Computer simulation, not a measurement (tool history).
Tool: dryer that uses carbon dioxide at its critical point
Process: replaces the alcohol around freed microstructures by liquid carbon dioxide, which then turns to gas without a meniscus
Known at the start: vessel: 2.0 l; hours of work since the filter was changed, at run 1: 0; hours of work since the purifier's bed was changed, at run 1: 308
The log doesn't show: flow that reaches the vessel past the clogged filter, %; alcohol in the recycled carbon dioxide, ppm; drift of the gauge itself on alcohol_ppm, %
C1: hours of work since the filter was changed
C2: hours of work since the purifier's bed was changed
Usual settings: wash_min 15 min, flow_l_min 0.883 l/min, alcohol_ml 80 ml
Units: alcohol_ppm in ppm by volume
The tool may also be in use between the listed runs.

{"run": 1, "hour": 0.0, "wash_min": 15, "flow_l_min": 0.883, "alcohol_ml": 80, "C1": 0, "C2": 308, "alcohol_ppm": 191}
{"run": 2, "hour": 15.3, "wash_min": 15, "flow_l_min": 0.883, "alcohol_ml": 80, "C1": 11, "C2": 319, "alcohol_ppm": 183}
{"run": 3, "hour": 26.9, "wash_min": 15, "flow_l_min": 0.883, "alcohol_ml": 80, "C1": 20, "C2": 328, "alcohol_ppm": 188}
{"run": 4, "hour": 42.5, "wash_min": 15, "flow_l_min": 0.883, "alcohol_ml": 60, "C1": 32, "C2": 339, "alcohol_ppm": 165}
{"run": 5, "hour": 59.5, "wash_min": 15, "flow_l_min": 1.105, "alcohol_ml": 60, "C1": 45, "C2": 352, "alcohol_ppm": 75}
{"run": 6, "hour": 72.0, "wash_min": 15, "flow_l_min": 0.664, "alcohol_ml": 80, "C1": 54, "C2": 361, "alcohol_ppm": 681}
{"run": 7, "hour": 80.9, "wash_min": 15, "flow_l_min": 0.664, "alcohol_ml": 80, "C1": 61, "C2": 368, "alcohol_ppm": 699}
{"run": 8, "hour": 93.3, "wash_min": 15, "flow_l_min": 0.883, "alcohol_ml": 80, "C1": 70, "C2": 377, "alcohol_ppm": 200}
{"run": 9, "hour": 102.5, "wash_min": 15, "flow_l_min": 0.883, "alcohol_ml": 80, "C1": 77, "C2": 384, "alcohol_ppm": 202}
{"run": 10, "hour": 120.8, "wash_min": 15, "flow_l_min": 0.883, "alcohol_ml": 112, "C1": 91, "C2": 398, "alcohol_ppm": 270}
{"run": 11, "hour": 139.9, "wash_min": 15, "flow_l_min": 0.883, "alcohol_ml": 90, "C1": 105, "C2": 412, "alcohol_ppm": 230}
{"run": 12, "hour": 152.5, "wash_min": 15, "flow_l_min": 0.883, "alcohol_ml": 90, "C1": 114, "C2": 422, "alcohol_ppm": 235}
{"run": 13, "hour": 162.5, "wash_min": 15, "flow_l_min": 0.883, "alcohol_ml": 90, "C1": 122, "C2": 429, "alcohol_ppm": 239}
{"run": 14, "hour": 181.1, "wash_min": 15, "flow_l_min": 0.883, "alcohol_ml": 90, "C1": 136, "C2": 443, "alcohol_ppm": 229}
{"run": 15, "hour": 192.0, "wash_min": 15, "flow_l_min": 0.883, "alcohol_ml": 80, "C1": 144, "C2": 451, "alcohol_ppm": 219}
{"run": 16, "hour": 210.1, "wash_min": 15, "flow_l_min": 0.883, "alcohol_ml": 80, "C1": 157, "C2": 465, "alcohol_ppm": 217}
{"run": 17, "hour": 218.6, "wash_min": 11, "flow_l_min": 0.883, "alcohol_ml": 80, "C1": 164, "C2": 471, "alcohol_ppm": 766}
{"run": 18, "hour": 233.2, "wash_min": 11, "flow_l_min": 0.883, "alcohol_ml": 80, "C1": 175, "C2": 482, "alcohol_ppm": 789}
{"run": 19, "hour": 248.2, "wash_min": 15, "flow_l_min": 0.883, "alcohol_ml": 80, "C1": 186, "C2": 494, "alcohol_ppm": 242}
{"run": 20, "hour": 266.8, "wash_min": 15, "flow_l_min": 0.883, "alcohol_ml": 80, "C1": 200, "C2": 508, "alcohol_ppm": 228}
{"run": 21, "hour": 278.4, "wash_min": 15, "flow_l_min": 0.883, "alcohol_ml": 80, "C1": 209, "C2": 516, "alcohol_ppm": 232}
{"run": 22, "hour": 289.6, "wash_min": 15, "flow_l_min": 0.91, "alcohol_ml": 80, "C1": 217, "C2": 525, "alcohol_ppm": 206}
{"run": 23, "hour": 298.3, "wash_min": 15, "flow_l_min": 0.91, "alcohol_ml": 80, "C1": 224, "C2": 531, "alcohol_ppm": 206}
{"run": 24, "hour": 317.2, "wash_min": 15, "flow_l_min": 0.568, "alcohol_ml": 44, "C1": 238, "C2": 545, "alcohol_ppm": 804}
{"run": 25, "hour": 331.5, "wash_min": 12, "flow_l_min": 0.762, "alcohol_ml": 84, "C1": 248, "C2": 556, "alcohol_ppm": 1083}
{"run": 26, "hour": 340.3, "wash_min": 12, "flow_l_min": 0.762, "alcohol_ml": 84, "C1": 255, "C2": 563, "alcohol_ppm": 1124}
{"run": 27, "hour": 348.9, "wash_min": 12, "flow_l_min": 0.762, "alcohol_ml": 84, "C1": 262, "C2": 569, "alcohol_ppm": 1139}
{"run": 28, "hour": 369.6, "wash_min": 18, "flow_l_min": 1.131, "alcohol_ml": 45, "C1": 277, "C2": 585, "alcohol_ppm": 80}
{"run": 29, "hour": 388.7, "wash_min": 18, "flow_l_min": 1.131, "alcohol_ml": 45, "C1": 291, "C2": 599, "alcohol_ppm": 83}
{"run": 30, "hour": 403.2, "wash_min": 13, "flow_l_min": 0.72, "alcohol_ml": 32, "C1": 302, "C2": 610, "alcohol_ppm": 439}
{"run": 31, "hour": 422.7, "wash_min": 13, "flow_l_min": 0.72, "alcohol_ml": 32, "C1": 317, "C2": 624, "alcohol_ppm": 438}
{"run": 32, "hour": 438.0, "wash_min": 15, "flow_l_min": 0.883, "alcohol_ml": 28, "C1": 328, "C2": 636, "alcohol_ppm": 135}
{"run": 33, "hour": 455.4, "wash_min": 9, "flow_l_min": 0.883, "alcohol_ml": 80, "C1": 341, "C2": 649, "alcohol_ppm": 1683}
{"run": 34, "hour": 470.6, "wash_min": 21, "flow_l_min": 0.631, "alcohol_ml": 37, "C1": 353, "C2": 660, "alcohol_ppm": 173}
{"run": 35, "hour": 480.9, "wash_min": 12, "flow_l_min": 0.883, "alcohol_ml": 108, "C1": 360, "C2": 668, "alcohol_ppm": 842}
{"run": 36, "hour": 492.9, "wash_min": 12, "flow_l_min": 0.883, "alcohol_ml": 108, "C1": 370, "C2": 677, "alcohol_ppm": 834}
{"run": 37, "hour": 509.4, "wash_min": 21, "flow_l_min": 0.883, "alcohol_ml": 63, "C1": 382, "C2": 689, "alcohol_ppm": 103}
{"run": 38, "hour": 530.0, "wash_min": 15, "flow_l_min": 0.958, "alcohol_ml": 27, "C1": 397, "C2": 705, "alcohol_ppm": 132}
{"run": 39, "hour": 545.3, "wash_min": 15, "flow_l_min": 0.742, "alcohol_ml": 63, "C1": 409, "C2": 716, "alcohol_ppm": 465}
{"run": 40, "hour": 565.8, "wash_min": 15, "flow_l_min": 0.742, "alcohol_ml": 63, "C1": 424, "C2": 732, "alcohol_ppm": 485}
{"run": 41, "hour": 577.2, "wash_min": 22, "flow_l_min": 0.579, "alcohol_ml": 23, "C1": 433, "C2": 740, "alcohol_ppm": 167}
{"run": 42, "hour": 586.2, "wash_min": 22, "flow_l_min": 0.579, "alcohol_ml": 23, "C1": 439, "C2": 747, "alcohol_ppm": 174}
{"run": 43, "hour": 595.9, "wash_min": 22, "flow_l_min": 0.579, "alcohol_ml": 23, "C1": 447, "C2": 754, "alcohol_ppm": 171}
{"run": 44, "hour": 616.1, "wash_min": 22, "flow_l_min": 0.579, "alcohol_ml": 23, "C1": 462, "C2": 769, "alcohol_ppm": 173}
{"run": 45, "hour": 626.8, "wash_min": 14, "flow_l_min": 0.883, "alcohol_ml": 80, "C1": 470, "C2": 777, "alcohol_ppm": 386}
{"run": 46, "hour": 638.0, "wash_min": 14, "flow_l_min": 0.883, "alcohol_ml": 80, "C1": 478, "C2": 786, "alcohol_ppm": 396}

The same runs without the tool's hidden state, with the same run-to-run variation:
run=1 alcohol_ppm=149
run=2 alcohol_ppm=140
run=3 alcohol_ppm=142
run=4 alcohol_ppm=118
run=5 alcohol_ppm=31
run=6 alcohol_ppm=604
run=7 alcohol_ppm=618
run=8 alcohol_ppm=143
run=9 alcohol_ppm=142
run=10 alcohol_ppm=200
run=11 alcohol_ppm=163
run=12 alcohol_ppm=164
run=13 alcohol_ppm=166
run=14 alcohol_ppm=155
run=15 alcohol_ppm=145
run=16 alcohol_ppm=141
run=17 alcohol_ppm=633
run=18 alcohol_ppm=648
run=19 alcohol_ppm=154
run=20 alcohol_ppm=139
run=21 alcohol_ppm=143
run=22 alcohol_ppm=116
run=23 alcohol_ppm=114
run=24 alcohol_ppm=643
run=25 alcohol_ppm=873
run=26 alcohol_ppm=900
run=27 alcohol_ppm=907
run=28 alcohol_ppm=11
run=29 alcohol_ppm=12
run=30 alcohol_ppm=304
run=31 alcohol_ppm=302
run=32 alcohol_ppm=45
run=33 alcohol_ppm=1342
run=34 alcohol_ppm=71
run=35 alcohol_ppm=594
run=36 alcohol_ppm=584
run=37 alcohol_ppm=14
run=38 alcohol_ppm=38
run=39 alcohol_ppm=286
run=40 alcohol_ppm=296
run=41 alcohol_ppm=59
run=42 alcohol_ppm=64
run=43 alcohol_ppm=63
run=44 alcohol_ppm=60
run=45 alcohol_ppm=205
run=46 alcohol_ppm=210
